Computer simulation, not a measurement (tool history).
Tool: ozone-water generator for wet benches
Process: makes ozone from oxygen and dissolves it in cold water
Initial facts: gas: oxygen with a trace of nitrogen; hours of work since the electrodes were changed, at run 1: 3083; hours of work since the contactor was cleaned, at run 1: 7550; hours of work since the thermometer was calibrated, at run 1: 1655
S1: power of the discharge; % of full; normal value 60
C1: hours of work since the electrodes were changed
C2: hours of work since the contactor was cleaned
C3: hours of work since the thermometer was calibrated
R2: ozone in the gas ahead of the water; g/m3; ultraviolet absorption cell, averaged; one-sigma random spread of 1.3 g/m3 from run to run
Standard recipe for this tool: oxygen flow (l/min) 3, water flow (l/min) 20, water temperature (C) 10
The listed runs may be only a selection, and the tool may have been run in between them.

{"run": 1, "hour": 0.0, "S1": 60, "oxygen flow (l/min)": 3, "water flow (l/min)": 20, "water temperature (C)": 10, "C1": 3083, "C2": 7550, "C3": 1655, "dissolved ozone (ppm)": 13.2, "R2": 215.5}
{"run": 2, "hour": 87.7, "S1": 60, "oxygen flow (l/min)": 3, "water flow (l/min)": 20, "water temperature (C)": 6, "C1": 3166, "C2": 7633, "C3": 1738, "dissolved ozone (ppm)": 13, "R2": 214.2}
{"run": 3, "hour": 210.4, "S1": 60, "oxygen flow (l/min)": 3, "water flow (l/min)": 20, "water temperature (C)": 6, "C1": 3282, "C2": 7749, "C3": 1853, "dissolved ozone (ppm)": 13, "R2": 217.2}
{"run": 4, "hour": 299.7, "S1": 60, "oxygen flow (l/min)": 3, "water flow (l/min)": 20, "water temperature (C)": 10, "C1": 3366, "C2": 7833, "C3": 1938, "dissolved ozone (ppm)": 13, "R2": 213.5}
{"run": 5, "hour": 426.7, "S1": 60, "oxygen flow (l/min)": 3, "water flow (l/min)": 20, "water temperature (C)": 10, "C1": 3486, "C2": 7953, "C3": 2058, "dissolved ozone (ppm)": 12.7, "R2": 213.9}
{"run": 6, "hour": 577.0, "S1": 60, "oxygen flow (l/min)": 3, "water flow (l/min)": 20, "water temperature (C)": 10, "C1": 3628, "C2": 8095, "C3": 2199, "dissolved ozone (ppm)": 12.6, "R2": 215.2}
{"run": 7, "hour": 722.1, "S1": 60, "oxygen flow (l/min)": 3, "water flow (l/min)": 20, "water temperature (C)": 10, "C1": 3765, "C2": 8232, "C3": 2336, "dissolved ozone (ppm)": 12.6, "R2": 212.1}
{"run": 8, "hour": 834.2, "S1": 60, "oxygen flow (l/min)": 3, "water flow (l/min)": 20, "water temperature (C)": 10, "C1": 3871, "C2": 8337, "C3": 2442, "dissolved ozone (ppm)": 12.7, "R2": 214.8}
{"run": 9, "hour": 968.7, "S1": 60, "oxygen flow (l/min)": 3, "water flow (l/min)": 20, "water temperature (C)": 10, "C1": 3998, "C2": 8464, "C3": 2569, "dissolved ozone (ppm)": 12.7, "R2": 212.3}
{"run": 10, "hour": 1046.5, "S1": 60, "oxygen flow (l/min)": 3, "water flow (l/min)": 20, "water temperature (C)": 10, "C1": 4071, "C2": 8538, "C3": 2642, "dissolved ozone (ppm)": 12.5, "R2": 213.6}
{"run": 11, "hour": 1165.4, "S1": 60, "oxygen flow (l/min)": 3, "water flow (l/min)": 20, "water temperature (C)": 10, "C1": 4183, "C2": 8650, "C3": 2755, "dissolved ozone (ppm)": 12.4, "R2": 214.1}
{"run": 12, "hour": 1317.8, "S1": 60, "oxygen flow (l/min)": 3, "water flow (l/min)": 20, "water temperature (C)": 10, "C1": 4327, "C2": 8794, "C3": 2898, "dissolved ozone (ppm)": 12.3, "R2": 209.4}
{"run": 13, "hour": 1403.2, "S1": 60, "oxygen flow (l/min)": 3, "water flow (l/min)": 20, "water temperature (C)": 10, "C1": 4408, "C2": 8875, "C3": 2979, "dissolved ozone (ppm)": 12.3, "R2": 210.7}
{"run": 14, "hour": 1577.1, "S1": 60, "oxygen flow (l/min)": 3, "water flow (l/min)": 20, "water temperature (C)": 6, "C1": 4572, "C2": 9039, "C3": 3143, "dissolved ozone (ppm)": 12.8, "R2": 210}
{"hour": 1591.2, "done": "water thermometer calibrated"}
{"run": 15, "hour": 1670.4, "S1": 60, "oxygen flow (l/min)": 3, "water flow (l/min)": 20, "water temperature (C)": 6, "C1": 4659, "C2": 9126, "C3": 75, "dissolved ozone (ppm)": 12.5, "R2": 210.4}
{"run": 16, "hour": 1845.5, "S1": 60, "oxygen flow (l/min)": 3, "water flow (l/min)": 20, "water temperature (C)": 10, "C1": 4825, "C2": 9291, "C3": 240, "dissolved ozone (ppm)": 12.3, "R2": 211}
{"run": 17, "hour": 2007.4, "S1": 60, "oxygen flow (l/min)": 1.98, "water flow (l/min)": 20, "water temperature (C)": 10, "C1": 4977, "C2": 9444, "C3": 393, "dissolved ozone (ppm)": 10.4, "R2": 242.9}
{"hour": 2045.5, "done": "water thermometer calibrated, once more"}
{"run": 18, "hour": 2083.8, "S1": 60, "oxygen flow (l/min)": 1.98, "water flow (l/min)": 24, "water temperature (C)": 10, "C1": 5049, "C2": 9516, "C3": 36, "dissolved ozone (ppm)": 8.2, "R2": 242.9}
{"run": 19, "hour": 2214.7, "S1": 60, "oxygen flow (l/min)": 1.98, "water flow (l/min)": 13, "water temperature (C)": 10, "C1": 5172, "C2": 9639, "C3": 160, "dissolved ozone (ppm)": 17.2, "R2": 241.1}
{"run": 20, "hour": 2315.3, "S1": 60, "oxygen flow (l/min)": 1.98, "water flow (l/min)": 13, "water temperature (C)": 10, "C1": 5267, "C2": 9734, "C3": 255, "dissolved ozone (ppm)": 16.8, "R2": 240.6}
{"run": 21, "hour": 2391.2, "S1": 79, "oxygen flow (l/min)": 2.15, "water flow (l/min)": 20, "water temperature (C)": 10, "C1": 5339, "C2": 9806, "C3": 326, "dissolved ozone (ppm)": 12.6, "R2": 282.3}
{"hour": 2526.6, "done": "contactor cleaned"}
{"run": 22, "hour": 2534.7, "S1": 79, "oxygen flow (l/min)": 2.15, "water flow (l/min)": 20, "water temperature (C)": 10, "C1": 5471, "C2": 8, "C3": 458, "dissolved ozone (ppm)": 13.7, "R2": 281.1}
{"run": 23, "hour": 2620.0, "S1": 67, "oxygen flow (l/min)": 4.02, "water flow (l/min)": 19, "water temperature (C)": 16, "C1": 5551, "C2": 88, "C3": 538, "dissolved ozone (ppm)": 15, "R2": 196.6}
{"run": 24, "hour": 2698.1, "S1": 43, "oxygen flow (l/min)": 3, "water flow (l/min)": 20, "water temperature (C)": 10, "C1": 5625, "C2": 162, "C3": 612, "dissolved ozone (ppm)": 10.6, "R2": 163.2}
{"run": 25, "hour": 2777.6, "S1": 43, "oxygen flow (l/min)": 3, "water flow (l/min)": 20, "water temperature (C)": 10, "C1": 5700, "C2": 237, "C3": 687, "dissolved ozone (ppm)": 10.4, "R2": 162.9}
{"run": 26, "hour": 2872.9, "S1": 83, "oxygen flow (l/min)": 2.76, "water flow (l/min)": 25, "water temperature (C)": 5, "C1": 5790, "C2": 327, "C3": 777, "dissolved ozone (ppm)": 12.5, "R2": 261.7}
{"run": 27, "hour": 3043.2, "S1": 83, "oxygen flow (l/min)": 2.76, "water flow (l/min)": 25, "water temperature (C)": 5, "C1": 5951, "C2": 488, "C3": 938, "dissolved ozone (ppm)": 12.2, "R2": 262.2}
{"run": 28, "hour": 3216.5, "S1": 60, "oxygen flow (l/min)": 3.4, "water flow (l/min)": 29, "water temperature (C)": 10, "C1": 6114, "C2": 651, "C3": 1101, "dissolved ozone (ppm)": 8.7, "R2": 195}
{"run": 29, "hour": 3329.1, "S1": 60, "oxygen flow (l/min)": 3.4, "water flow (l/min)": 29, "water temperature (C)": 10, "C1": 6220, "C2": 757, "C3": 1208, "dissolved ozone (ppm)": 8.7, "R2": 191.1}
{"run": 30, "hour": 3439.3, "S1": 60, "oxygen flow (l/min)": 1.51, "water flow (l/min)": 29, "water temperature (C)": 7, "C1": 6324, "C2": 861, "C3": 1312, "dissolved ozone (ppm)": 5.8, "R2": 260.5}
{"run": 31, "hour": 3605.6, "S1": 60, "oxygen flow (l/min)": 1.51, "water flow (l/min)": 29, "water temperature (C)": 7, "C1": 6481, "C2": 1018, "C3": 1469, "dissolved ozone (ppm)": 5.8, "R2": 259.5}
{"run": 32, "hour": 3778.5, "S1": 60, "oxygen flow (l/min)": 1.51, "water flow (l/min)": 18, "water temperature (C)": 15, "C1": 6644, "C2": 1181, "C3": 1632, "dissolved ozone (ppm)": 10.4, "R2": 257.5}
{"run": 33, "hour": 3940.7, "S1": 60, "oxygen flow (l/min)": 1.51, "water flow (l/min)": 18, "water temperature (C)": 15, "C1": 6798, "C2": 1335, "C3": 1785, "dissolved ozone (ppm)": 10.4, "R2": 257.9}
{"run": 34, "hour": 4079.2, "S1": 60, "oxygen flow (l/min)": 1.51, "water flow (l/min)": 18, "water temperature (C)": 15, "C1": 6928, "C2": 1465, "C3": 1915, "dissolved ozone (ppm)": 10.1, "R2": 254.8}

3 options for the next run, each taken on its own from the tool as it stands now. Forecast them:
{"run": "A", "hour": 4165.2, "S1": 42, "oxygen flow (l/min)": 1.51, "water flow (l/min)": 24, "water temperature (C)": 15, "C1": 7009, "C2": 1546, "C3": 1997, "dissolved ozone (ppm)": "?", "R2": "?"}
{"run": "B", "hour": 4165.2, "S1": 53, "oxygen flow (l/min)": 3.66, "water flow (l/min)": 20, "water temperature (C)": 7, "C1": 7009, "C2": 1546, "C3": 1997, "dissolved ozone (ppm)": "?", "R2": "?"}
{"run": "C", "hour": 4165.2, "S1": 60, "oxygen flow (l/min)": 2.81, "water flow (l/min)": 20, "water temperature (C)": 8, "C1": 7009, "C2": 1546, "C3": 1997, "dissolved ozone (ppm)": "?", "R2": "?"}

run=A dissolved_ozone_(ppm)=5.8 R2=202.6
run=B dissolved_ozone_(ppm)=12.5 R2=169.3
run=C dissolved_ozone_(ppm)=12.5 R2=201.1
What these runs would have given with no unlogged condition in the tool:
run=A dissolved_ozone_(ppm)=6.6 R2=226.8
run=B dissolved_ozone_(ppm)=14.7 R2=195.1
run=C dissolved_ozone_(ppm)=14.9 R2=235.7
